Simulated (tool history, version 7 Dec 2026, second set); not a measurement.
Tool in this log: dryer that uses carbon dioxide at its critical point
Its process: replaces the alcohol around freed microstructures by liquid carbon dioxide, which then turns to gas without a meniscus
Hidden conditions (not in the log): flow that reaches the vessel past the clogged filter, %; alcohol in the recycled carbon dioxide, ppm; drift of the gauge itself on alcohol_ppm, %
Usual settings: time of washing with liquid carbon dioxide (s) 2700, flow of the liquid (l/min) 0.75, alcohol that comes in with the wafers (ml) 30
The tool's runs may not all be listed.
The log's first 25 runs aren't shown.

run,day,time of washing with liquid carbon dioxide (s),flow of the liquid (l/min),alcohol that comes in with the wafers (ml),hours of work since the filter was changed,hours of work since the purifier's bed was changed,alcohol left in the vessel before it's heated (ppm by volume)
26,20.833,2100,0.473,97,154,74,1030
# day 21.179: inlet filter changed
27,21.917,2100,0.473,97,13,91,848
28,22.729,2100,0.473,97,27,105,859
29,23.388,3780,0.473,97,38,117,73
30,24.462,1800,0.959,97,56,135,82
31,25.683,3120,0.62,25,77,156,33
32,26.838,3120,0.62,25,97,176,25
33,27.667,3120,0.75,38,111,190,24
34,28.946,1920,0.75,38,133,212,117
35,29.908,1920,0.75,38,150,229,118
# day 30.529: inlet filter changed
36,30.962,2700,1.064,91,7,246,33
37,32.25,2700,1.064,91,30,268,22
38,32.871,2640,0.892,113,40,279,38
39,33.738,2880,0.75,25,55,294,32
40,34.558,2880,0.985,22,69,308,38
41,35.475,2880,0.48,22,85,324,98
42,36.296,2880,0.48,22,99,338,88
43,37.575,1680,0.866,100,121,360,253
44,38.438,1680,0.866,100,136,375,256
45,39.508,2700,1.049,30,154,393,44
# day 39.829: inlet filter changed
46,40.325,2820,0.703,20,8,406,39
47,41.462,3240,1.203,53,28,426,27

3 ways to go on from here, each from the tool as it stands after run 47. What would each give?
A,42.433,3420,1.25,46,45,442,?
B,42.433,2220,0.454,53,45,442,?
C,42.433,2340,0.898,29,45,442,?

run,alcohol left in the vessel before it's heated (ppm by volume)
A,34
B,494
C,45
Had the tool no hidden state, the same runs would have come out as:
run,alcohol left in the vessel before it's heated (ppm by volume)
A,2
B,428
C,10
